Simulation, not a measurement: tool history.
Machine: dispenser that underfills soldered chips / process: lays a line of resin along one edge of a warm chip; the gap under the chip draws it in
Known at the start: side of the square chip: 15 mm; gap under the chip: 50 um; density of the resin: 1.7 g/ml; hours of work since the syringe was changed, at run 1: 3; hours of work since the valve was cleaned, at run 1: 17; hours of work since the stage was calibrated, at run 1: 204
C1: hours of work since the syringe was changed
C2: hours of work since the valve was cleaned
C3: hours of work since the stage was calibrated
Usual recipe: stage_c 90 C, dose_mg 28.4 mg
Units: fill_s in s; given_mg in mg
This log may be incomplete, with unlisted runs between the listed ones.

{"run": 1, "day": 0.0, "stage_c": 90, "dose_mg": 28.4, "C1": 3, "C2": 17, "C3": 204, "fill_s": 330.7, "given_mg": 27.92}
{"day": 0.254, "done": "new syringe of resin"}
{"run": 2, "day": 0.254, "stage_c": 90, "dose_mg": 28.4, "C1": 0, "C2": 21, "C3": 208, "fill_s": 287.1, "given_mg": 27.91}
{"run": 3, "day": 0.517, "stage_c": 84, "dose_mg": 28.4, "C1": 5, "C2": 26, "C3": 213, "fill_s": 438.5, "given_mg": 27.85}
{"day": 0.683, "done": "new syringe of resin"}
{"run": 4, "day": 0.762, "stage_c": 84, "dose_mg": 28.4, "C1": 2, "C2": 31, "C3": 218, "fill_s": 379.2, "given_mg": 27.56}
{"run": 5, "day": 0.962, "stage_c": 93, "dose_mg": 28.4, "C1": 5, "C2": 35, "C3": 222, "fill_s": 332.9, "given_mg": 27.57}
{"day": 1.104, "done": "new syringe of resin"}
{"run": 6, "day": 1.296, "stage_c": 93, "dose_mg": 28.4, "C1": 4, "C2": 41, "C3": 228, "fill_s": 318.0, "given_mg": 27.35}
{"day": 1.546, "done": "new syringe of resin"}
{"day": 1.588, "done": "dispensing valve cleaned and set on the balance"}
{"run": 7, "day": 1.646, "stage_c": 90, "dose_mg": 28.4, "C1": 1, "C2": 1, "C3": 233, "fill_s": 310.0, "given_mg": 28.3}
{"run": 8, "day": 1.85, "stage_c": 90, "dose_mg": 28.4, "C1": 5, "C2": 5, "C3": 237, "fill_s": 370.1, "given_mg": 28.26}
{"day": 2.008, "done": "new syringe of resin"}
{"run": 9, "day": 2.129, "stage_c": 90, "dose_mg": 28.4, "C1": 2, "C2": 10, "C3": 242, "fill_s": 324.2, "given_mg": 28.16}
{"run": 10, "day": 2.417, "stage_c": 96, "dose_mg": 28.4, "C1": 8, "C2": 16, "C3": 248, "fill_s": 339.8, "given_mg": 27.97}
{"day": 2.454, "done": "new syringe of resin"}
{"run": 11, "day": 2.575, "stage_c": 90, "dose_mg": 28.4, "C1": 2, "C2": 18, "C3": 250, "fill_s": 323.1, "given_mg": 27.83}
{"run": 12, "day": 2.725, "stage_c": 90, "dose_mg": 28.4, "C1": 5, "C2": 21, "C3": 253, "fill_s": 363.8, "given_mg": 27.76}
{"day": 2.896, "done": "new syringe of resin"}
{"run": 13, "day": 2.9, "stage_c": 90, "dose_mg": 28.4, "C1": 0, "C2": 24, "C3": 256, "fill_s": 296.6, "given_mg": 27.53}
{"run": 14, "day": 3.179, "stage_c": 90, "dose_mg": 28.4, "C1": 5, "C2": 30, "C3": 262, "fill_s": 369.4, "given_mg": 27.57}
{"day": 3.342, "done": "new syringe of resin"}
{"run": 15, "day": 3.45, "stage_c": 91, "dose_mg": 28.4, "C1": 2, "C2": 35, "C3": 267, "fill_s": 314.7, "given_mg": 27.5}
{"day": 3.767, "done": "new syringe of resin"}
{"run": 16, "day": 3.783, "stage_c": 91, "dose_mg": 34.2, "C1": 0, "C2": 41, "C3": 273, "fill_s": 282.1, "given_mg": 33.11}
{"day": 4.075, "done": "dispensing valve cleaned and set on the balance"}
{"run": 17, "day": 4.088, "stage_c": 77, "dose_mg": 24.4, "C1": 5, "C2": 0, "C3": 278, "fill_s": 597.2, "given_mg": 24.43}
{"day": 4.233, "done": "new syringe of resin"}
{"run": 18, "day": 4.346, "stage_c": 77, "dose_mg": 24.4, "C1": 2, "C2": 5, "C3": 282, "fill_s": 526.8, "given_mg": 24.4}
{"run": 19, "day": 4.621, "stage_c": 75, "dose_mg": 34.2, "C1": 7, "C2": 10, "C3": 288, "fill_s": 671.1, "given_mg": 33.84}
{"day": 4.654, "done": "new syringe of resin"}
{"run": 20, "day": 4.808, "stage_c": 82, "dose_mg": 34.3, "C1": 3, "C2": 13, "C3": 291, "fill_s": 424.6, "given_mg": 33.76}
{"run": 21, "day": 4.975, "stage_c": 78, "dose_mg": 33.9, "C1": 6, "C2": 17, "C3": 294, "fill_s": 568.8, "given_mg": 33.3}
{"day": 5.088, "done": "new syringe of resin"}
{"run": 22, "day": 5.3, "stage_c": 77, "dose_mg": 27.7, "C1": 4, "C2": 23, "C3": 300, "fill_s": 561.9, "given_mg": 27.12}
{"day": 5.517, "done": "new syringe of resin"}
{"run": 23, "day": 5.642, "stage_c": 77, "dose_mg": 24.7, "C1": 2, "C2": 29, "C3": 306, "fill_s": 524.9, "given_mg": 24.08}
{"run": 24, "day": 5.888, "stage_c": 77, "dose_mg": 24.7, "C1": 7, "C2": 34, "C3": 311, "fill_s": 652.8, "given_mg": 23.89}
{"day": 5.938, "done": "new syringe of resin"}
{"run": 25, "day": 6.083, "stage_c": 76, "dose_mg": 35.8, "C1": 3, "C2": 37, "C3": 315, "fill_s": 513.4, "given_mg": 34.44}
{"day": 6.367, "done": "new syringe of resin"}
{"run": 26, "day": 6.417, "stage_c": 93, "dose_mg": 36.5, "C1": 1, "C2": 43, "C3": 321, "fill_s": 269.0, "given_mg": 34.84}

Run 27 is up next; what results do you expect?
{"day": 6.583, "done": "dispensing valve cleaned and set on the balance"}
{"run": 27, "day": 6.658, "stage_c": 93, "dose_mg": 36.5, "C1": 5, "C2": 1, "C3": 324, "fill_s": "?", "given_mg": "?"}

Run 27 yielded fill_s 315.1 s, given_mg 36.41 mg.
Minus the tool's unlogged condition, the same run would have read fill_s 250.9 s, given_mg 36.42 mg.
